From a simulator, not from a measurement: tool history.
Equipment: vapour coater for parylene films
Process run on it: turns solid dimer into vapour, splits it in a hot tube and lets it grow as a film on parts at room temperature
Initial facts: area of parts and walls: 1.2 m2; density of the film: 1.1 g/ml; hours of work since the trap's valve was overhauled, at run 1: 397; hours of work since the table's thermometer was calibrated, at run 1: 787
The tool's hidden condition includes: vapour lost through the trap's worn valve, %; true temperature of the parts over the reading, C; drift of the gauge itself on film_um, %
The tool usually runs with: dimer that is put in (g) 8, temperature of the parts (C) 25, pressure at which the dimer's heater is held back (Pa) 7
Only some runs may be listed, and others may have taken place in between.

run	hour	dimer that is put in (g)	temperature of the parts (C)	pressure at which the dimer's heater is held back (Pa)	hours of work since the trap's valve was overhauled	hours of work since the table's thermometer was calibrated	thickness of the film (µm)
1	0	8	25	7	397	787	4.24
2	26.4	8	25	7	419	809	4.19
3	50.5	8	25	7	439	829	4.15
4	74	8	25	7	459	849	4.16
5	100.8	8	23	7	482	872	4.47
6	119.1	7	25	7	497	887	3.72
7	130.7	7	25	7	507	897	3.6
8	142.7	8	33	7	517	907	3.15
9	154.8	8	33	7	527	917	3.2
10	173.8	8	19	7.47	543	933	5.08
11	197.7	8	28	7.47	564	953	3.72
12	210.3	8	20	3.99	574	964	5.13
13	231.4	12	27	6.88	592	982	5.8
# hour 252.1: trap's valve overhauled
14	262.1	12	27	6.88	8	1004	6.36
15	285.9	12	27	6.88	29	1025	6.28
16	304.8	8	25	2.14	45	1041	5.22
17	327.4	8	25	2.14	64	1060	5.18

Branching from run 17: 5 alternative next runs. What would each branch give?
A	347.1	13	25	4.28	80	1076	?
B	347.1	4	25	11.33	80	1076	?
C	347.1	5	21	2.14	80	1076	?
D	347.1	13	33	11.25	80	1076	?
E	347.1	8	21	7	80	1076	?

run	thickness of the film (µm)
A	7.71
B	2.09
C	3.67
D	5.29
E	5.16
The same runs, with their run-to-run variation unchanged, on a tool lacking any hidden condition would have given:
run	thickness of the film (µm)
A	7.74
B	2.1
C	3.7
D	5.31
E	5.18

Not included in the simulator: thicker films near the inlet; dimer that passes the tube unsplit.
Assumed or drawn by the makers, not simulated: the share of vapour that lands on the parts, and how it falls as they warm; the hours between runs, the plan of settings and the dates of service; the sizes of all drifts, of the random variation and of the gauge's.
